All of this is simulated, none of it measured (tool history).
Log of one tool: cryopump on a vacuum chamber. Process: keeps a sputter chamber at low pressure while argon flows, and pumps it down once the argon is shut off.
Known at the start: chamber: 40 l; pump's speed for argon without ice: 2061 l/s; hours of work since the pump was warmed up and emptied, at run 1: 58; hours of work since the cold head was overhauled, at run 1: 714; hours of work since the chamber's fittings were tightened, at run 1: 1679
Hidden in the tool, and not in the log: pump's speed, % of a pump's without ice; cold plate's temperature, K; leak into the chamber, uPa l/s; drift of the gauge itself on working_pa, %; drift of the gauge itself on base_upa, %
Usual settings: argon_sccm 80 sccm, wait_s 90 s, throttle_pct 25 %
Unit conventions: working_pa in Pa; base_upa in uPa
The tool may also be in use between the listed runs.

run   hour  argon_sccm  wait_s  throttle_pct  hours of work since the pump was warmed up and emptied  hours of work since the cold head was overhauled  hours of work since the chamber's fittings were tightened  working_pa  base_upa
  1      0          80      90            25                                                      58                                               714                                                       1679      0.2638      1.29
  2   32.2          85      90            25                                                      83                                               739                                                       1704      0.2796      1.28
  3   46.3          85      90            25                                                      94                                               750                                                       1715       0.282       1.2
      78.2  -- leaking fittings of the chamber tightened, without venting
  4   80.9          85      90            25                                                     119                                               775                                                          2      0.2796      0.73
  5  100.3          85      90            25                                                     134                                               790                                                         17      0.2825      0.76
  6  114.3          38      90            25                                                     145                                               801                                                         28      0.1253      0.73
  7  142.6          80      90            19                                                     167                                               822                                                         50      0.3473      0.76
  8  176.8          80      90            22                                                     193                                               849                                                         76      0.3013      0.78
  9  209.1          80      90            22                                                     218                                               874                                                        101      0.3032      0.78
 10  229.8          80      90            22                                                     234                                               890                                                        117      0.3011      0.81
 11  247.1          80      90            22                                                     247                                               903                                                        130      0.3026      0.77
 12  279.9          80      90            22                                                     273                                               928                                                        156      0.3037      0.81
 13  302.5          80      90            22                                                     290                                               946                                                        173       0.306      0.82
 14  334.7          80      90            22                                                     315                                               971                                                        198      0.3045      0.85
 15  365.7          63     143            25                                                     339                                               995                                                        222      0.2115      0.66
 16  394.5          59     143            15                                                     361                                              1017                                                        244      0.3267      0.63
 17  408.9          59     143            15                                                     372                                              1028                                                        255      0.3289      0.66
 18  435.4          68      54            25                                                     392                                              1048                                                        276      0.2296      1.25
 19  457.7          40     103            18                                                     410                                              1065                                                        293      0.1851      0.81
 20  474.4          80      27            59                                                     423                                              1078                                                        306      0.1199      2.19

Expected results for the next run?
 21  507.2          80      43            25                                                     448                                              1104                                                        331           ?         ?

{"run 21": {"working_pa": 0.2711, "base_upa": 1.5}}
On a tool with no hidden condition, and with the same random variation, this run would have come out at working_pa 0.2631 Pa, base_upa 1.34 uPa.
